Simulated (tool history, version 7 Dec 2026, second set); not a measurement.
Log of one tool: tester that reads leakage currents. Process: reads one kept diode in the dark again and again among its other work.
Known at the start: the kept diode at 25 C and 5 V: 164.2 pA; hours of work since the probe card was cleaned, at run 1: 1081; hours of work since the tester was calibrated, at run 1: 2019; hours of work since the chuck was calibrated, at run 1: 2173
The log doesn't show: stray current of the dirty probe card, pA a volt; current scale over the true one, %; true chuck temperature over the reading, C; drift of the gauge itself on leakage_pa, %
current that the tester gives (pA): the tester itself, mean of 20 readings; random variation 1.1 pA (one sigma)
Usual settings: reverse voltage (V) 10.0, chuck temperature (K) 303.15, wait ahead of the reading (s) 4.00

run,day,reverse voltage (V),chuck temperature (K),wait ahead of the reading (s),hours of work since the probe card was cleaned,hours of work since the tester was calibrated,hours of work since the chuck was calibrated,current that the tester gives (pA)
1,0.000,10.0,303.15,4.00,1081,2019,2173,387.38
2,3.008,10.0,303.15,4.00,1135,2073,2227,388.17
3,5.379,10.0,303.15,4.00,1177,2115,2269,388.17
4,8.425,10.0,303.15,4.00,1231,2170,2324,388.99
# day 10.404: chuck's temperature calibrated
5,10.829,10.0,313.15,4.00,1273,2211,8,771.03
6,13.100,10.0,313.15,4.00,1313,2251,48,765.69
7,15.475,10.0,313.15,4.00,1356,2294,90,765.02
8,17.208,10.0,303.15,4.00,1386,2325,121,351.86
9,20.267,10.0,303.15,4.00,1441,2379,176,351.77
10,22.233,10.0,303.15,4.00,1476,2414,211,351.62
11,24.850,10.0,303.15,4.00,1523,2461,257,354.28
12,26.667,10.0,303.15,4.00,1555,2493,290,357.39
# day 29.446: tester calibrated
13,29.775,10.0,303.15,4.00,1609,6,344,359.15
14,31.171,10.0,294.15,4.00,1634,31,369,170.68
15,32.425,10.0,294.15,4.00,1656,53,391,170.74
16,35.229,10.0,294.15,4.00,1706,103,441,172.11
17,36.767,10.0,294.15,4.00,1733,131,468,171.97
18,39.046,10.0,294.15,4.00,1774,171,509,172.45
19,41.833,10.0,294.15,4.00,1824,221,559,173.04
20,44.758,10.0,294.15,4.00,1876,273,611,172.67
21,47.004,10.0,301.15,4.00,1916,313,651,310.89
22,49.375,10.0,328.15,3.17,1958,355,693,2362.91
23,50.942,3.9,306.15,1.01,1986,383,721,290.66
# day 51.204: probe card cleaned and baked
24,53.550,3.9,306.15,1.01,42,427,765,292.70
25,54.900,1.4,296.15,0.87,66,451,789,77.64
26,57.942,10.0,303.15,0.40,120,506,843,369.85
27,60.717,10.0,303.15,0.40,169,555,893,370.90
28,62.058,19.1,304.15,2.46,193,579,917,555.25
# day 64.854: probe card cleaned and baked, once more
29,64.862,19.1,298.15,2.46,0,627,964,335.34
30,66.892,2.5,308.15,0.40,36,663,1001,275.54
31,69.054,5.3,303.15,4.00,75,701,1039,268.76
32,70.462,5.3,306.15,0.34,100,726,1064,343.21
33,73.338,3.7,311.15,4.00,151,778,1115,423.26
34,75.633,3.7,311.15,4.00,192,819,1156,425.32
35,78.271,3.7,311.15,4.00,239,866,1203,426.69
36,80.062,3.7,311.15,4.00,271,898,1235,426.34
37,82.121,1.4,322.15,7.08,308,934,1272,596.86
38,84.917,1.4,322.15,7.08,357,984,1322,597.71
39,86.392,1.4,299.15,0.65,384,1010,1348,101.42

The same runs without the tool's hidden state, with the same run-to-run variation:
run,current that the tester gives (pA)
1,351.09
2,351.01
3,350.33
4,350.23
5,775.02
6,768.45
7,766.40
8,350.91
9,349.98
10,349.21
11,351.08
12,353.73
13,350.17
14,164.91
15,164.76
16,165.66
17,165.30
18,165.41
19,165.52
20,164.70
21,298.43
22,2292.84
23,279.79
24,280.73
25,74.05
26,351.34
27,351.59
28,524.15
29,319.82
30,263.26
31,255.92
32,326.87
33,402.84
34,404.05
35,404.55
36,403.65
37,566.65
38,566.39
39,95.09
